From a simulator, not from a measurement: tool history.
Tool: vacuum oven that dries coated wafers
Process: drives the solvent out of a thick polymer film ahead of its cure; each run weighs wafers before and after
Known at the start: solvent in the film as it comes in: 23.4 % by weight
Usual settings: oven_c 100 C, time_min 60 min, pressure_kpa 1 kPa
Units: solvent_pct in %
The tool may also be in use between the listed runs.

run	hour	oven_c	time_min	pressure_kpa	solvent_pct
1	0	100	60	1	2
2	101.5	100	60	1	1.98
3	210.9	100	60	1	1.93
4	310.7	100	60	2.39	3.26
5	398.4	100	38	2.39	5.08
6	469.2	100	60	0.52	1.63
7	574.2	100	60	0.52	1.7
8	628.5	100	60	0.52	1.74
9	706.7	110	60	0.52	0.75
10	789.8	100	60	1	2.14
11	906.8	100	60	1	2.16
12	964.7	88	60	1	4.75
13	1065	100	60	1	2.19
14	1123.1	100	60	1	2.25
# hour 1190.1: vacuum gauge cleaned of residue and calibrated
15	1219.7	100	60	1	1.98
16	1271.2	100	73	1	1.5
17	1372.7	100	73	1	1.51
18	1489.5	100	73	1	1.57
19	1595.3	86	60	1	5.05
20	1663.6	86	70	1	4.33
21	1750.7	86	70	1	4.32
22	1855.3	100	60	0.81	1.96
23	1959.2	100	60	0.81	1.97
24	2023.9	108	60	1	1.24
25	2104.7	108	74	3	2.34
# hour 2158.4: oven's thermocouples calibrated
26	2219	101	40	1	3.41
27	2337.3	101	40	1	3.46
28	2415	101	40	0.58	3.17
29	2513.1	101	40	0.6	3.22
30	2568.5	94	49	3.99	7.12
31	2629.4	94	49	3.99	7.14
32	2708.4	88	71	2.03	5.24
33	2800.5	88	49	0.68	5.52
34	2873	88	49	0.68	5.56
35	2938.9	100	62	0.52	1.68
# hour 3025.2: vacuum gauge cleaned of residue and calibrated
36	3025.2	100	62	0.52	1.44
37	3097.7	103	52	1.56	2.41
38	3180.3	103	52	1.56	2.46
39	3282.9	100	93	1	1.13
40	3351.6	100	47	0.68	2.64
41	3427.9	101	45	1.53	3.33
42	3511.1	101	45	1.53	3.35
43	3598.5	90	108	0.9	1.88
44	3707.3	89	62	1.29	4.61
45	3822.7	108	31	3.72	5.06
46	3942.4	108	31	3.72	5.07
47	4038.8	87	60	1.62	5.89

4 ways to go on from here, each from the tool as it stands after run 47. What would each give?
A	4116.6	106	43	1	?
B	4116.6	91	45	3.63	?
C	4116.6	101	36	0.97	?
D	4116.6	100	60	0.7	?

run	solvent_pct
A	2.39
B	8.45
C	4.17
D	1.94
Without the tool's hidden state the same runs would have given:
run	solvent_pct
A	2.07
B	7.85
C	3.75
D	1.62
